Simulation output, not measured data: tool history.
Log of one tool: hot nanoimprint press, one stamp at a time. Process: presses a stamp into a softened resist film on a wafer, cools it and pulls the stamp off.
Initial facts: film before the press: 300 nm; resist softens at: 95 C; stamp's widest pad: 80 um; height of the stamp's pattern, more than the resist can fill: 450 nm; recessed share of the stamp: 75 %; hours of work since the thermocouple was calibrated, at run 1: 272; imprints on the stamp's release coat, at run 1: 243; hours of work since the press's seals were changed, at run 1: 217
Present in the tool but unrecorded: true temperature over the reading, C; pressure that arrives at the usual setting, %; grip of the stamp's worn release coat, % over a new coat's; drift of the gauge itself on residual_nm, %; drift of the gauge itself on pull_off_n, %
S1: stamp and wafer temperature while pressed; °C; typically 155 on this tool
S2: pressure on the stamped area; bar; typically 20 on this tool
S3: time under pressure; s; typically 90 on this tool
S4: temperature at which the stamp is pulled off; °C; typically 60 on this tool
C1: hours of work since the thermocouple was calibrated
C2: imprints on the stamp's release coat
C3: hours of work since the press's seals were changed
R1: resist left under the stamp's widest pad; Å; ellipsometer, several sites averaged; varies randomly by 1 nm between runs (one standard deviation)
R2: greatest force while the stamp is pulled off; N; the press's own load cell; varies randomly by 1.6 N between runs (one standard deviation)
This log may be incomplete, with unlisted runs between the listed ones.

Run 1, hour 0: usual settings; C1 272; C2 243; C3 217. Result: R1 1412 Å, R2 191 N.
Run 2, hour 11.9: usual settings but S2 25 bar; C1 281; C2 288; C3 226. Result: R1 1288 Å, R2 192 N.
Run 3, hour 24.4: usual settings but S2 30.3 bar; C1 291; C2 335; C3 235. Result: R1 1191 Å, R2 193 N.
Run 4, hour 33.3: usual settings but S2 18.1 bar; C1 297; C2 368; C3 242. Result: R1 1441 Å, R2 192 N.
Run 5, hour 50.7: usual settings but S3 64 s; C1 311; C2 433; C3 255. Result: R1 1583 Å, R2 192 N.
Run 6, hour 67.6: usual settings; C1 323; C2 497; C3 268. Result: R1 1393 Å, R2 195 N.
Run 7, hour 79.4: usual settings; C1 332; C2 541; C3 277. Result: R1 1392 Å, R2 195 N.
Run 8, hour 90.9: usual settings but S4 62 °C; C1 341; C2 584; C3 285. Result: R1 1380 Å, R2 188 N.
At hour 100.1: stamp cleaned and given a new release coat.
Run 9, hour 111.3: usual settings but S4 62 °C; C1 352; C2 42; C3 296. Result: R1 1373 Å, R2 177 N.
Run 10, hour 128.9: usual settings but S2 23.4 bar, S4 62 °C; C1 365; C2 108; C3 310. Result: R1 1298 Å, R2 180 N.
Run 11, hour 138.4: usual settings but S2 23.4 bar, S3 77 s, S4 62 °C; C1 372; C2 144; C3 317. Result: R1 1372 Å, R2 181 N.
Run 12, hour 150: usual settings but S2 23.4 bar, S3 77 s, S4 62 °C; C1 381; C2 187; C3 325. Result: R1 1378 Å, R2 181 N.
Run 13, hour 161.2: usual settings; C1 389; C2 229; C3 334. Result: R1 1387 Å, R2 191 N.
Run 14, hour 177.8: usual settings but S2 21.7 bar; C1 402; C2 292; C3 346. Result: R1 1320 Å, R2 190 N.
Run 15, hour 185.3: usual settings but S2 21.7 bar; C1 407; C2 320; C3 352. Result: R1 1315 Å, R2 192 N.
Run 16, hour 200.7: usual settings but S1 157 °C, S2 21.7 bar, S3 48 s; C1 419; C2 377; C3 364. Result: R1 1521 Å, R2 190 N.
Run 17, hour 212.5: usual settings but S1 157 °C, S2 21.7 bar, S3 60 s, S4 63 °C; C1 428; C2 422; C3 373. Result: R1 1422 Å, R2 175 N.
Run 18, hour 219.9: usual settings but S1 157 °C, S2 21.7 bar, S3 78 s, S4 63 °C; C1 434; C2 450; C3 378. Result: R1 1274 Å, R2 175 N.
Run 19, hour 229: usual settings but S1 157 °C, S2 21.7 bar, S3 78 s, S4 63 °C; C1 440; C2 484; C3 385. Result: R1 1291 Å, R2 177 N.
Run 20, hour 237.2: usual settings but S1 157 °C, S2 21.7 bar, S3 78 s, S4 63 °C; C1 447; C2 514; C3 391. Result: R1 1268 Å, R2 177 N.
Run 21, hour 244.9: usual settings but S1 157 °C, S2 21.7 bar, S3 78 s, S4 63 °C; C1 452; C2 543; C3 397. Result: R1 1266 Å, R2 176 N.
Run 22, hour 253.9: usual settings but S1 157 °C, S2 21.7 bar, S3 78 s, S4 63 °C; C1 459; C2 577; C3 404. Result: R1 1293 Å, R2 180 N.
At hour 263.8: stamp cleaned and given a new release coat.
Run 23, hour 273.6: usual settings but S1 157 °C, S2 21.7 bar, S3 78 s, S4 63 °C; C1 470; C2 37; C3 414. Result: R1 1277 Å, R2 172 N.
Run 24, hour 282.8: usual settings but S2 20.5 bar, S3 57 s; C1 476; C2 71; C3 421. Result: R1 1590 Å, R2 186 N.
Run 25, hour 291.5: usual settings but S1 159 °C, S2 16.5 bar, S3 65 s; C1 483; C2 104; C3 428. Result: R1 1411 Å, R2 186 N.
Run 26, hour 309.8: usual settings but S1 144 °C, S2 16.5 bar, S3 105 s, S4 51 °C; C1 497; C2 172; C3 441. Result: R1 2111 Å, R2 228 N.
Run 27, hour 324.5: usual settings but S1 144 °C, S2 30.8 bar, S3 79 s, S4 46 °C; C1 508; C2 227; C3 452. Result: R1 1899 Å, R2 256 N.

Predict each of these 3 candidate next runs independently; none follows another, all start after run 27:
Run A, hour 337.5: usual settings but S1 145 °C, S2 28.7 bar, S4 46 °C; C1 518; C2 276; C3 462. Result: R1 ?, R2 ?.
Run B, hour 337.5: usual settings but S3 116 s; C1 518; C2 276; C3 462. Result: R1 ?, R2 ?.
Run C, hour 337.5: usual settings but S1 158 °C, S2 30.8 bar, S3 55 s, S4 67 °C; C1 518; C2 276; C3 462. Result: R1 ?, R2 ?.

run    R1   R2
  A  1807  251
  B  1212  187
  C  1203  154
The same runs, with their run-to-run variation unchanged, on a tool lacking any hidden condition would have given:
run    R1   R2
  A  1955  257
  B  1332  195
  C  1304  163

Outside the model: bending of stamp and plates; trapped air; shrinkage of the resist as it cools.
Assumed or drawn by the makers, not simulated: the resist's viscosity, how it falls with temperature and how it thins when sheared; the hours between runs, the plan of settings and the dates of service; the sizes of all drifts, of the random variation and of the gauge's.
